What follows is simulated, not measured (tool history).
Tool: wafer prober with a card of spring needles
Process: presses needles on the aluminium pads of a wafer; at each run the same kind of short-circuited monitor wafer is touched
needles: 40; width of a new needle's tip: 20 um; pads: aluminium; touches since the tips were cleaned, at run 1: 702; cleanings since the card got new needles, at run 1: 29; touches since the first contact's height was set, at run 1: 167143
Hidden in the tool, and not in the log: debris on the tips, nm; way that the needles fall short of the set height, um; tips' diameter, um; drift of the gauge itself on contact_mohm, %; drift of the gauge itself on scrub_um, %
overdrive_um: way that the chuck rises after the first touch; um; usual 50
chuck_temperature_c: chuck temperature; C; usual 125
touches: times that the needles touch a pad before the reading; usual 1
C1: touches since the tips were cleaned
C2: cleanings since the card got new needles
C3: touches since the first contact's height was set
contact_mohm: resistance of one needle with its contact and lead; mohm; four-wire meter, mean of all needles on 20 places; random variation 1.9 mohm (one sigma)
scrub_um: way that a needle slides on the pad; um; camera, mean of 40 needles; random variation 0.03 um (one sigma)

Run 1, hour 0.0: usual settings; C1 702; C2 29; C3 167143. Result: contact_mohm 198 mohm, scrub_um 7.24 um.
At hour 10.9: tips cleaned on abrasive film.
Run 2, hour 19.3: usual settings; C1 3612; C2 30; C3 175400. Result: contact_mohm 196 mohm, scrub_um 7.23 um.
At hour 23.6: tips cleaned on abrasive film.
At hour 23.9: height of the first contact set anew.
Run 3, hour 32.2: usual settings; C1 3558; C2 31; C3 3558. Result: contact_mohm 197 mohm, scrub_um 7.22 um.
At hour 36.6: tips cleaned on abrasive film.
Run 4, hour 48.0: usual settings; C1 4918; C2 32; C3 10318. Result: contact_mohm 197 mohm, scrub_um 7.24 um.
At hour 49.9: tips cleaned on abrasive film.
At hour 61.7: tips cleaned on abrasive film.
Run 5, hour 65.7: usual settings; C1 1708; C2 34; C3 17816. Result: contact_mohm 195 mohm, scrub_um 7.29 um.
At hour 75.4: tips cleaned on abrasive film.
At hour 87.2: tips cleaned on abrasive film.
Run 6, hour 90.4: usual settings but touches 2; C1 1379; C2 36; C3 28361. Result: contact_mohm 198 mohm, scrub_um 7.29 um.
At hour 99.5: tips cleaned on abrasive film.
At hour 111.9: tips cleaned on abrasive film.
Run 7, hour 112.8: usual settings; C1 371; C2 38; C3 37907. Result: contact_mohm 198 mohm, scrub_um 7.27 um.
At hour 124.5: tips cleaned on abrasive film.
Run 8, hour 133.3: usual settings; C1 3811; C2 39; C3 46695. Result: contact_mohm 195 mohm, scrub_um 7.27 um.
At hour 137.2: tips cleaned on abrasive film.
At hour 150.2: tips cleaned on abrasive film.
Run 9, hour 158.7: usual settings; C1 3652; C2 41; C3 57538. Result: contact_mohm 195 mohm, scrub_um 7.27 um.
At hour 163.4: tips cleaned on abrasive film.
At hour 175.8: tips cleaned on abrasive film.
Run 10, hour 182.5: usual settings but chuck_temperature_c 60 C; C1 2850; C2 43; C3 67654. Result: contact_mohm 182 mohm, scrub_um 7.28 um.
At hour 187.7: tips cleaned on abrasive film.
Run 11, hour 197.6: usual settings but overdrive_um 53 um; C1 4277; C2 44; C3 74131. Result: contact_mohm 195 mohm, scrub_um 7.70 um.
At hour 200.4: tips cleaned on abrasive film.
At hour 214.4: tips cleaned on abrasive film.
Run 12, hour 214.6: usual settings; C1 72; C2 46; C3 81329. Result: contact_mohm 195 mohm, scrub_um 7.30 um.
At hour 226.8: tips cleaned on abrasive film.
Run 13, hour 231.0: usual settings; C1 1778; C2 47; C3 88337. Result: contact_mohm 203 mohm, scrub_um 7.29 um.
At hour 239.8: tips cleaned on abrasive film.
At hour 251.5: tips cleaned on abrasive film.
Run 14, hour 257.2: usual settings; C1 2434; C2 49; C3 99527. Result: contact_mohm 197 mohm, scrub_um 7.31 um.
At hour 264.3: tips cleaned on abrasive film.
At hour 276.1: tips cleaned on abrasive film.
Run 15, hour 283.4: usual settings but chuck_temperature_c 47 C; C1 3111; C2 51; C3 110713. Result: contact_mohm 181 mohm, scrub_um 7.32 um.
At hour 288.3: tips cleaned on abrasive film.
Run 16, hour 298.8: usual settings but overdrive_um 32 um, chuck_temperature_c 73 C, touches 2; C1 4512; C2 52; C3 117281. Result: contact_mohm 193 mohm, scrub_um 4.73 um.
At hour 301.0: tips cleaned on abrasive film.
At hour 313.1: tips cleaned on abrasive film.
Run 17, hour 317.7: usual settings but overdrive_um 32 um, chuck_temperature_c 90 C, touches 2; C1 1970; C2 54; C3 125353. Result: contact_mohm 198 mohm, scrub_um 4.69 um.
At hour 327.3: tips cleaned on abrasive film.
Run 18, hour 333.6: usual settings but overdrive_um 62 um, chuck_temperature_c 42 C, touches 3; C1 2731; C2 55; C3 132147. Result: contact_mohm 177 mohm, scrub_um 9.10 um.
At hour 340.4: tips cleaned on abrasive film.
Run 19, hour 350.5: usual settings but chuck_temperature_c 39 C; C1 4346; C2 56; C3 139344. Result: contact_mohm 175 mohm, scrub_um 7.35 um.
At hour 352.1: tips cleaned on abrasive film.
At hour 366.0: tips cleaned on abrasive film.
Run 20, hour 368.5: usual settings but chuck_temperature_c 39 C; C1 1096; C2 58; C3 147024. Result: contact_mohm 179 mohm, scrub_um 7.33 um.
At hour 378.4: tips cleaned on abrasive film.
At hour 391.5: tips cleaned on abrasive film.
Run 21, hour 397.4: usual settings but overdrive_um 47 um, chuck_temperature_c 38 C, touches 2; C1 2518; C2 60; C3 159356. Result: contact_mohm 179 mohm, scrub_um 6.95 um.
At hour 404.3: tips cleaned on abrasive film.
At hour 416.4: tips cleaned on abrasive film.
Run 22, hour 416.7: usual settings but overdrive_um 47 um, chuck_temperature_c 38 C, touches 2; C1 118; C2 62; C3 167579. Result: contact_mohm 178 mohm, scrub_um 6.99 um.
At hour 429.3: tips cleaned on abrasive film.
Run 23, hour 436.9: usual settings but overdrive_um 56 um, chuck_temperature_c 38 C, touches 2; C1 3281; C2 63; C3 176222. Result: contact_mohm 179 mohm, scrub_um 8.25 um.
At hour 440.9: height of the first contact set anew.
At hour 442.2: tips cleaned on abrasive film.
Run 24, hour 449.6: usual settings but overdrive_um 56 um, chuck_temperature_c 38 C, touches 2; C1 3175; C2 64; C3 3708. Result: contact_mohm 173 mohm, scrub_um 8.23 um.
At hour 456.4: tips cleaned on abrasive film.
At hour 468.7: tips cleaned on abrasive film.
Run 25, hour 469.8: usual settings but overdrive_um 35 um, chuck_temperature_c 29 C; C1 477; C2 66; C3 12316. Result: contact_mohm 183 mohm, scrub_um 5.13 um.
At hour 481.2: tips cleaned on abrasive film.
At hour 489.3: gauge calibrated.
At hour 494.9: tips cleaned on abrasive film.
Run 26, hour 496.8: usual settings but overdrive_um 38 um; C1 809; C2 68; C3 23817. Result: contact_mohm 205 mohm, scrub_um 5.54 um.
At hour 507.3: tips cleaned on abrasive film.
Run 27, hour 509.7: usual settings but overdrive_um 48 um, touches 2; C1 1029; C2 69; C3 29351. Result: contact_mohm 195 mohm, scrub_um 6.94 um.
At hour 519.6: tips cleaned on abrasive film.
At hour 532.7: tips cleaned on abrasive film.
Run 28, hour 536.9: usual settings but overdrive_um 48 um, touches 2; C1 1822; C2 71; C3 40962. Result: contact_mohm 197 mohm, scrub_um 6.95 um.
At hour 544.7: tips cleaned on abrasive film.
Run 29, hour 551.4: usual settings but overdrive_um 33 um, chuck_temperature_c 47 C, touches 2; C1 2894; C2 72; C3 47142. Result: contact_mohm 191 mohm, scrub_um 4.81 um.
At hour 557.7: tips cleaned on abrasive film.
At hour 570.0: tips cleaned on abrasive film.
Run 30, hour 573.5: usual settings but overdrive_um 30 um, chuck_temperature_c 31 C, touches 2; C1 1518; C2 74; C3 56578. Result: contact_mohm 189 mohm, scrub_um 4.36 um.

Hidden state at the last listed run before each entry between runs and at the first one after, where it differs:
Between runs 1 and 2: tips cleaned on abrasive film (hour 10.9)
  debris on the tips, nm: 0.1 -> 0.2; drift of the gauge itself on scrub_um, %: 0 -> 0.09
  measured less the result without the state, scrub_um: +0.00 -> +0.01 um
Between runs 2 and 3: tips cleaned on abrasive film (hour 23.6); height of the first contact set anew (hour 23.9)
  way that the needles fall short of the set height, um: 0.01 -> 0; drift of the gauge itself on scrub_um, %: 0.09 -> 0.14
  measured less the result without the state, scrub_um: +0.01 -> +0.01 um
Between runs 3 and 4: tips cleaned on abrasive film (hour 36.6)
  drift of the gauge itself on scrub_um, %: 0.14 -> 0.21
  measured less the result without the state, scrub_um: +0.01 -> +0.01 um
Between runs 4 and 5: tips cleaned on abrasive film (hour 49.9); tips cleaned on abrasive film (hour 61.7)
  debris on the tips, nm: 0.2 -> 0.1; drift of the gauge itself on scrub_um, %: 0.21 -> 0.29
  measured less the result without the state, scrub_um: +0.01 -> +0.02 um
Between runs 5 and 6: tips cleaned on abrasive film (hour 75.4); tips cleaned on abrasive film (hour 87.2)
  drift of the gauge itself on scrub_um, %: 0.29 -> 0.4
  measured less the result without the state, scrub_um: +0.02 -> +0.03 um
Between runs 6 and 7: tips cleaned on abrasive film (hour 99.5); tips cleaned on abrasive film (hour 111.9)
  debris on the tips, nm: 0.1 -> 0; drift of the gauge itself on scrub_um, %: 0.4 -> 0.5
  measured less the result without the state, scrub_um: +0.03 -> +0.03 um
Between runs 7 and 8: tips cleaned on abrasive film (hour 124.5)
  debris on the tips, nm: 0 -> 0.2; drift of the gauge itself on scrub_um, %: 0.5 -> 0.59
  measured less the result without the state, scrub_um: +0.03 -> +0.04 um
Between runs 8 and 9: tips cleaned on abrasive film (hour 137.2); tips cleaned on abrasive film (hour 150.2)
  drift of the gauge itself on scrub_um, %: 0.59 -> 0.7
  measured less the result without the state, scrub_um: +0.04 -> +0.05 um
Between runs 9 and 10: tips cleaned on abrasive film (hour 163.4); tips cleaned on abrasive film (hour 175.8)
  drift of the gauge itself on scrub_um, %: 0.7 -> 0.81
  measured less the result without the state, scrub_um: +0.05 -> +0.06 um
Between runs 10 and 11: tips cleaned on abrasive film (hour 187.7)
  drift of the gauge itself on scrub_um, %: 0.81 -> 0.88
  measured less the result without the state, scrub_um: +0.06 -> +0.07 um
Between runs 11 and 12: tips cleaned on abrasive film (hour 200.4); tips cleaned on abrasive film (hour 214.4)
  debris on the tips, nm: 0.2 -> 0; drift of the gauge itself on scrub_um, %: 0.88 -> 0.95
  measured less the result without the state, scrub_um: +0.07 -> +0.07 um
Between runs 12 and 13: tips cleaned on abrasive film (hour 226.8)
  debris on the tips, nm: 0 -> 0.1; drift of the gauge itself on scrub_um, %: 0.95 -> 1.03
  measured less the result without the state, scrub_um: +0.07 -> +0.07 um
Between runs 13 and 14: tips cleaned on abrasive film (hour 239.8); tips cleaned on abrasive film (hour 251.5)
  drift of the gauge itself on scrub_um, %: 1.03 -> 1.14
  measured less the result without the state, scrub_um: +0.07 -> +0.08 um
Between runs 14 and 15: tips cleaned on abrasive film (hour 264.3); tips cleaned on abrasive film (hour 276.1)
  debris on the tips, nm: 0.1 -> 0.2; drift of the gauge itself on scrub_um, %: 1.14 -> 1.26
  measured less the result without the state, scrub_um: +0.08 -> +0.09 um
Between runs 15 and 16: tips cleaned on abrasive film (hour 288.3)
  drift of the gauge itself on scrub_um, %: 1.26 -> 1.33
  measured less the result without the state, scrub_um: +0.09 -> +0.06 um
Between runs 16 and 17: tips cleaned on abrasive film (hour 301.0); tips cleaned on abrasive film (hour 313.1)
  debris on the tips, nm: 0.2 -> 0.1; way that the needles fall short of the set height, um: 0 -> 0.01; drift of the gauge itself on scrub_um, %: 1.33 -> 1.41
  measured less the result without the state, scrub_um: +0.06 -> +0.07 um
Between runs 17 and 18: tips cleaned on abrasive film (hour 327.3)
  debris on the tips, nm: 0.1 -> 0.2; drift of the gauge itself on scrub_um, %: 1.41 -> 1.48
  measured less the result without the state, scrub_um: +0.07 -> +0.13 um
Between runs 18 and 19: tips cleaned on abrasive film (hour 340.4)
  drift of the gauge itself on scrub_um, %: 1.48 -> 1.56
  measured less the result without the state, scrub_um: +0.13 -> +0.11 um
Between runs 19 and 20: tips cleaned on abrasive film (hour 352.1); tips cleaned on abrasive film (hour 366.0)
  debris on the tips, nm: 0.2 -> 0.1; drift of the gauge itself on scrub_um, %: 1.56 -> 1.64
  measured less the result without the state, scrub_um: +0.11 -> +0.11 um
Between runs 20 and 21: tips cleaned on abrasive film (hour 378.4); tips cleaned on abrasive film (hour 391.5)
  debris on the tips, nm: 0.1 -> 0.2; drift of the gauge itself on scrub_um, %: 1.64 -> 1.77
  measured less the result without the state, scrub_um: +0.11 -> +0.12 um
Between runs 21 and 22: tips cleaned on abrasive film (hour 404.3); tips cleaned on abrasive film (hour 416.4)
  debris on the tips, nm: 0.2 -> 0; tips' diameter, um: 20 -> 20.01; drift of the gauge itself on scrub_um, %: 1.77 -> 1.85
  measured less the result without the state, scrub_um: +0.12 -> +0.12 um
Between runs 22 and 23: tips cleaned on abrasive film (hour 429.3)
  debris on the tips, nm: 0 -> 0.2; drift of the gauge itself on scrub_um, %: 1.85 -> 1.94
  measured less the result without the state, scrub_um: +0.12 -> +0.16 um
Between runs 23 and 24: height of the first contact set anew (hour 440.9); tips cleaned on abrasive film (hour 442.2)
  way that the needles fall short of the set height, um: 0.01 -> 0; drift of the gauge itself on scrub_um, %: 1.94 -> 2
  measured less the result without the state, scrub_um: +0.16 -> +0.16 um
Between runs 24 and 25: tips cleaned on abrasive film (hour 456.4); tips cleaned on abrasive film (hour 468.7)
  debris on the tips, nm: 0.2 -> 0.1; drift of the gauge itself on scrub_um, %: 2 -> 2.09
  measured less the result without the state, scrub_um: +0.16 -> +0.10 um
Between runs 25 and 26: tips cleaned on abrasive film (hour 481.2); gauge calibrated (hour 489.3); tips cleaned on abrasive film (hour 494.9)
  drift of the gauge itself on scrub_um, %: 2.09 -> 0.03
  measured less the result without the state, scrub_um: +0.10 -> +0.01 um
Between runs 26 and 27: tips cleaned on abrasive film (hour 507.3)
  drift of the gauge itself on scrub_um, %: 0.03 -> 0.09
  measured less the result without the state, scrub_um: +0.01 -> +0.01 um
Between runs 27 and 28: tips cleaned on abrasive film (hour 519.6); tips cleaned on abrasive film (hour 532.7)
  drift of the gauge itself on scrub_um, %: 0.09 -> 0.21
  measured less the result without the state, scrub_um: +0.01 -> +0.02 um
Between runs 28 and 29: tips cleaned on abrasive film (hour 544.7)
  debris on the tips, nm: 0.1 -> 0.2; drift of the gauge itself on scrub_um, %: 0.21 -> 0.28
  measured less the result without the state, scrub_um: +0.02 -> +0.01 um
Between runs 29 and 30: tips cleaned on abrasive film (hour 557.7); tips cleaned on abrasive film (hour 570.0)
  debris on the tips, nm: 0.2 -> 0.1; drift of the gauge itself on scrub_um, %: 0.28 -> 0.37
  measured less the result without the state, scrub_um: +0.01 -> +0.02 um
